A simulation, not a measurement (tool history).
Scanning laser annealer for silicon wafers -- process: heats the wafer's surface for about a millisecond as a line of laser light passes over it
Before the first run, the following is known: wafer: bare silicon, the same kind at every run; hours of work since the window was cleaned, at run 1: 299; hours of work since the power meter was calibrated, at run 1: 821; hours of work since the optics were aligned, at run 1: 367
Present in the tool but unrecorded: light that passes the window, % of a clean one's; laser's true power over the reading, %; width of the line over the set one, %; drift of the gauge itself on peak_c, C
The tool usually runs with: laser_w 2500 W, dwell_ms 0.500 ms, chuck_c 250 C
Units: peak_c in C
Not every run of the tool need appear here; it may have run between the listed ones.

| run | hour | laser_w | dwell_ms | chuck_c | hours of work since the window was cleaned | hours of work since the power meter was calibrated | hours of work since the optics were aligned | peak_c |
|---|---|---|---|---|---|---|---|---|
| 1 | 0.0 | 2500 | 0.500 | 250 | 299 | 821 | 367 | 938 |
|  | 19.4 | window over the wafer cleaned |
| 2 | 30.1 | 2500 | 0.500 | 250 | 4 | 833 | 378 | 968 |
| 3 | 97.1 | 2500 | 0.500 | 250 | 32 | 860 | 406 | 963 |
| 4 | 137.0 | 2500 | 0.519 | 250 | 48 | 876 | 422 | 976 |
| 5 | 186.7 | 2500 | 0.519 | 250 | 68 | 896 | 442 | 976 |
| 6 | 243.0 | 2500 | 0.519 | 250 | 91 | 919 | 465 | 971 |
| 7 | 279.6 | 2500 | 0.519 | 250 | 106 | 934 | 480 | 969 |
| 8 | 316.0 | 2500 | 0.369 | 250 | 121 | 949 | 494 | 864 |
|  | 325.5 | optics aligned, line set to its width |
| 9 | 368.4 | 2500 | 0.369 | 250 | 140 | 968 | 17 | 858 |
| 10 | 414.7 | 2603 | 0.524 | 236 | 159 | 987 | 36 | 976 |
| 11 | 481.8 | 2275 | 0.487 | 236 | 186 | 1014 | 64 | 848 |
| 12 | 549.3 | 2533 | 0.385 | 236 | 213 | 1042 | 91 | 853 |
| 13 | 599.0 | 2282 | 0.500 | 229 | 233 | 1062 | 111 | 846 |
|  | 637.2 | optics aligned, line set to its width, once more |
| 14 | 671.4 | 2282 | 0.500 | 229 | 261 | 1089 | 14 | 857 |
| 15 | 712.8 | 2394 | 0.564 | 229 | 278 | 1106 | 31 | 927 |
| 16 | 778.1 | 2207 | 0.456 | 253 | 304 | 1133 | 57 | 827 |
|  | 784.3 | window over the wafer cleaned |
| 17 | 817.5 | 2500 | 0.360 | 260 | 13 | 1148 | 72 | 887 |
| 18 | 861.3 | 2500 | 0.360 | 260 | 31 | 1166 | 90 | 884 |

Hidden state or all else? Some run-to-run changes of peak_c, split into what the settings, what came in and random variation would give without the hidden state, and what is left for the hidden state (with any gauge scatter that isn't in both results):
Run 1 -> 2: window over the wafer cleaned. peak_c +30 C: hidden state +34, all else -4.
Run 10 -> 11: laser_w 2603 -> 2275, dwell_ms 0.524 -> 0.487. peak_c -128 C: hidden state +2, all else -130.
